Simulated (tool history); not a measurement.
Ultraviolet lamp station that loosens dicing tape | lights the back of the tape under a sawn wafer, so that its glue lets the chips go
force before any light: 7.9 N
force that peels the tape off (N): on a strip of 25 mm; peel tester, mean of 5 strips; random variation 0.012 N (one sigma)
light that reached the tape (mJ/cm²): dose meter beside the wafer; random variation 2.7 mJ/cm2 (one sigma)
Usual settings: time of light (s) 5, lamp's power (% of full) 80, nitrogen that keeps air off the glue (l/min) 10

| run | hour | time of light (s) | lamp's power (% of full) | nitrogen that keeps air off the glue (l/min) | force that peels the tape off (N) | light that reached the tape (mJ/cm²) |
|---|---|---|---|---|---|---|
| 1 | 0.0 | 5 | 80 | 10 | 0.560 | 370 |
| 2 | 16.2 | 5 | 80 | 10 | 0.561 | 370 |
| 3 | 40.1 | 5 | 80 | 10 | 0.572 | 368 |
| 4 | 60.1 | 5 | 80 | 10 | 0.581 | 373 |
| 5 | 75.5 | 5 | 80 | 10 | 0.567 | 371 |
| 6 | 90.0 | 5 | 80 | 10 | 0.568 | 367 |
| 7 | 107.0 | 5 | 61 | 10 | 1.011 | 284 |
| 8 | 120.8 | 5 | 61 | 10 | 1.045 | 277 |
| 9 | 131.0 | 5 | 61 | 10 | 0.996 | 280 |
| 10 | 153.6 | 5 | 61 | 10 | 1.054 | 284 |
| 11 | 174.8 | 5 | 61 | 4 | 1.534 | 278 |
| 12 | 196.4 | 8 | 80 | 10 | 0.167 | 592 |
| 13 | 216.7 | 8 | 80 | 10 | 0.166 | 584 |
| 14 | 239.2 | 5 | 80 | 10 | 0.586 | 371 |
| 15 | 259.7 | 5 | 80 | 10 | 0.556 | 370 |
| 16 | 270.7 | 5 | 80 | 10 | 0.556 | 376 |
| 17 | 283.7 | 5 | 80 | 10 | 0.553 | 369 |
| 18 | 296.8 | 5 | 80 | 10 | 0.554 | 373 |
| 19 | 317.2 | 5 | 80 | 10 | 0.578 | 371 |
| 20 | 327.9 | 5 | 88 | 10 | 0.441 | 405 |
| 21 | 343.3 | 5 | 88 | 10 | 0.438 | 406 |
| 22 | 366.4 | 5 | 88 | 10 | 0.444 | 404 |
| 23 | 379.6 | 5 | 88 | 10 | 0.451 | 409 |
| 24 | 401.0 | 9 | 67 | 5 | 0.315 | 553 |
| 25 | 416.2 | 2 | 80 | 10 | 2.619 | 146 |
| 26 | 437.4 | 2 | 86 | 15 | 2.132 | 157 |
| 27 | 454.8 | 2 | 86 | 15 | 2.241 | 160 |
| 28 | 470.2 | 5 | 69 | 3 | 1.447 | 321 |
| 29 | 490.5 | 5 | 69 | 5 | 1.103 | 316 |
| 30 | 502.6 | 10 | 80 | 8 | 0.114 | 748 |
| 31 | 517.8 | 8 | 94 | 6 | 0.147 | 694 |
| 32 | 539.6 | 5 | 84 | 14 | 0.424 | 384 |
| 33 | 553.0 | 10 | 84 | 6 | 0.136 | 775 |
| 34 | 572.8 | 3 | 89 | 7 | 1.503 | 247 |
| 35 | 589.0 | 3 | 89 | 7 | 1.513 | 244 |
| 36 | 605.0 | 5 | 76 | 16 | 0.491 | 355 |
| 37 | 618.9 | 5 | 76 | 16 | 0.492 | 349 |
| 38 | 640.7 | 5 | 90 | 4 | 0.776 | 407 |
| 39 | 653.7 | 3 | 60 | 10 | 2.351 | 166 |
| 40 | 669.9 | 5 | 80 | 6 | 0.776 | 370 |
| 41 | 682.7 | 2 | 92 | 6 | 2.641 | 170 |
| 42 | 704.6 | 2 | 92 | 6 | 2.694 | 170 |
| 43 | 715.3 | 6 | 76 | 10 | 0.398 | 420 |
| 44 | 732.4 | 6 | 76 | 10 | 0.404 | 419 |

Not shown: 1 entry that the log had between the listed runs. Between which runs, and how does the tool's hidden state differ before and after?
Between runs 32 and 33: window cleaned of glue's vapour (hour 544.9)
  light that the window lets through, % of a clean one's: 99.9 -> 100
